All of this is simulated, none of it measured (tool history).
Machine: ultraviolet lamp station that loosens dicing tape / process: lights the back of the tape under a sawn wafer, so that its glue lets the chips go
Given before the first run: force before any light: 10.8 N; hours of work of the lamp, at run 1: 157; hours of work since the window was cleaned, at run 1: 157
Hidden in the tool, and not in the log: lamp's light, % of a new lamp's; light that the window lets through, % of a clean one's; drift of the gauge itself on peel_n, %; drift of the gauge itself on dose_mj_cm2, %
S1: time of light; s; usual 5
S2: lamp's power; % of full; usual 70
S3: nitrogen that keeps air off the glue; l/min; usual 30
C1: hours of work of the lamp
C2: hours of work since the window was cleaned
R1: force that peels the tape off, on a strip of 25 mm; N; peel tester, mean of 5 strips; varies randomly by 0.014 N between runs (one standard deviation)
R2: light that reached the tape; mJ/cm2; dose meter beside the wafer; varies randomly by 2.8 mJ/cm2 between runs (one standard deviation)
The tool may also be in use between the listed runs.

Run 1, hour 0: usual settings; C1 157; C2 157. Result: R1 0.916 N, R2 323 mJ/cm2.
Run 2, hour 48.9: usual settings; C1 178; C2 178. Result: R1 0.988 N, R2 317 mJ/cm2.
Run 3, hour 100.4: usual settings; C1 199; C2 199. Result: R1 1.076 N, R2 314 mJ/cm2.
Run 4, hour 145.1: usual settings; C1 218; C2 218. Result: R1 1.098 N, R2 305 mJ/cm2.
Run 5, hour 179.5: usual settings but S2 68 % of full; C1 233; C2 233. Result: R1 1.211 N, R2 295 mJ/cm2.
Run 6, hour 242.4: usual settings but S2 68 % of full; C1 259; C2 259. Result: R1 1.256 N, R2 285 mJ/cm2.
Run 7, hour 292: usual settings but S2 68 % of full; C1 280; C2 280. Result: R1 1.308 N, R2 277 mJ/cm2.
Run 8, hour 344.7: usual settings; C1 302; C2 302. Result: R1 1.282 N, R2 283 mJ/cm2.
Run 9, hour 409.6: usual settings but S2 79 % of full; C1 330; C2 330. Result: R1 1.059 N, R2 312 mJ/cm2.
Run 10, hour 446.8: usual settings but S1 2 s; C1 345; C2 345. Result: R1 4.515 N, R2 107 mJ/cm2.
Run 11, hour 513.1: usual settings; C1 373; C2 373. Result: R1 1.447 N, R2 263 mJ/cm2.
Run 12, hour 572.8: usual settings; C1 398; C2 398. Result: R1 1.526 N, R2 262 mJ/cm2.
Run 13, hour 607.3: usual settings; C1 413; C2 413. Result: R1 1.591 N, R2 250 mJ/cm2.
Run 14, hour 650.2: usual settings but S2 64 % of full; C1 431; C2 431. Result: R1 1.935 N, R2 227 mJ/cm2.
Run 15, hour 686: usual settings but S1 4 s, S2 64 % of full; C1 446; C2 446. Result: R1 2.642 N, R2 177 mJ/cm2.
Run 16, hour 734.2: usual settings; C1 466; C2 466. Result: R1 1.69 N, R2 236 mJ/cm2.
Run 17, hour 773.6: usual settings; C1 483; C2 483. Result: R1 1.756 N, R2 236 mJ/cm2.
Run 18, hour 825.5: usual settings but S1 3 s; C1 504; C2 504. Result: R1 3.697 N, R2 139 mJ/cm2.
Run 19, hour 866.9: usual settings but S1 3 s; C1 522; C2 522. Result: R1 3.638 N, R2 137 mJ/cm2.
Run 20, hour 909: usual settings but S1 3 s; C1 540; C2 540. Result: R1 3.837 N, R2 132 mJ/cm2.
Run 21, hour 953.6: usual settings but S1 3 s; C1 558; C2 558. Result: R1 3.932 N, R2 133 mJ/cm2.
Run 22, hour 983.8: usual settings; C1 571; C2 571. Result: R1 1.996 N, R2 214 mJ/cm2.
Run 23, hour 1044.5: usual settings but S1 4 s, S3 27 l/min; C1 597; C2 597. Result: R1 3.194 N, R2 163 mJ/cm2.
Run 24, hour 1088.2: usual settings but S1 7 s, S2 66 % of full, S3 47 l/min; C1 615; C2 615. Result: R1 0.996 N, R2 267 mJ/cm2.
Run 25, hour 1151.6: usual settings but S1 7 s, S2 66 % of full, S3 47 l/min; C1 642; C2 642. Result: R1 1.074 N, R2 258 mJ/cm2.
Run 26, hour 1197.5: usual settings but S1 7 s, S2 66 % of full, S3 47 l/min; C1 661; C2 661. Result: R1 1.127 N, R2 255 mJ/cm2.
At hour 1222.5: lamp changed.
At hour 1227.8: window cleaned of glue's vapour.
Run 27, hour 1236.3: usual settings but S1 7 s, S2 66 % of full, S3 47 l/min; C1 6; C2 4. Result: R1 0.297 N, R2 491 mJ/cm2.
Run 28, hour 1279.1: usual settings but S1 7 s, S2 66 % of full, S3 47 l/min; C1 24; C2 22. Result: R1 0.306 N, R2 489 mJ/cm2.
Run 29, hour 1340.8: usual settings but S1 7 s, S2 66 % of full, S3 47 l/min; C1 50; C2 47. Result: R1 0.293 N, R2 470 mJ/cm2.
Run 30, hour 1406.9: usual settings but S1 7 s, S2 66 % of full, S3 47 l/min; C1 77; C2 75. Result: R1 0.324 N, R2 464 mJ/cm2.
Run 31, hour 1464.2: usual settings but S1 7 s, S2 66 % of full, S3 47 l/min; C1 101; C2 99. Result: R1 0.338 N, R2 459 mJ/cm2.
Run 32, hour 1491.9: usual settings but S1 7 s, S2 66 % of full, S3 47 l/min; C1 113; C2 111. Result: R1 0.336 N, R2 446 mJ/cm2.
Run 33, hour 1537.2: usual settings but S1 4 s, S2 97 % of full; C1 132; C2 130. Result: R1 0.755 N, R2 366 mJ/cm2.
Run 34, hour 1565.7: usual settings but S1 4 s, S2 97 % of full; C1 144; C2 142. Result: R1 0.757 N, R2 367 mJ/cm2.
Run 35, hour 1599.4: usual settings but S1 3 s, S2 61 % of full, S3 33 l/min; C1 158; C2 156. Result: R1 2.566 N, R2 171 mJ/cm2.
Run 36, hour 1651.5: usual settings but S1 3 s, S2 61 % of full, S3 33 l/min; C1 180; C2 178. Result: R1 2.76 N, R2 167 mJ/cm2.
Run 37, hour 1707.8: usual settings but S2 94 % of full, S3 25 l/min; C1 204; C2 202. Result: R1 0.636 N, R2 421 mJ/cm2.
Run 38, hour 1773: usual settings but S1 3 s, S2 94 % of full, S3 12 l/min; C1 231; C2 229. Result: R1 2.907 N, R2 250 mJ/cm2.
Run 39, hour 1840.4: usual settings but S1 3 s, S2 94 % of full, S3 12 l/min; C1 260; C2 258. Result: R1 3.052 N, R2 244 mJ/cm2.
Run 40, hour 1885.9: usual settings but S1 6 s, S2 94 % of full, S3 38 l/min; C1 279; C2 277. Result: R1 0.353 N, R2 478 mJ/cm2.
Run 41, hour 1929.1: usual settings but S1 8 s, S2 64 % of full, S3 22 l/min; C1 297; C2 295. Result: R1 0.743 N, R2 424 mJ/cm2.

Forecast run 42:
Run 42, hour 1981.8: usual settings but S1 8 s, S2 64 % of full, S3 22 l/min; C1 319; C2 317. Result: R1 ?, R2 ?.

Run 42 gave R1 0.755 N, R2 415 mJ/cm2.
On a tool with no hidden condition, and with the same random variation, this run would have come out at R1 0.399 N, R2 560 mJ/cm2.

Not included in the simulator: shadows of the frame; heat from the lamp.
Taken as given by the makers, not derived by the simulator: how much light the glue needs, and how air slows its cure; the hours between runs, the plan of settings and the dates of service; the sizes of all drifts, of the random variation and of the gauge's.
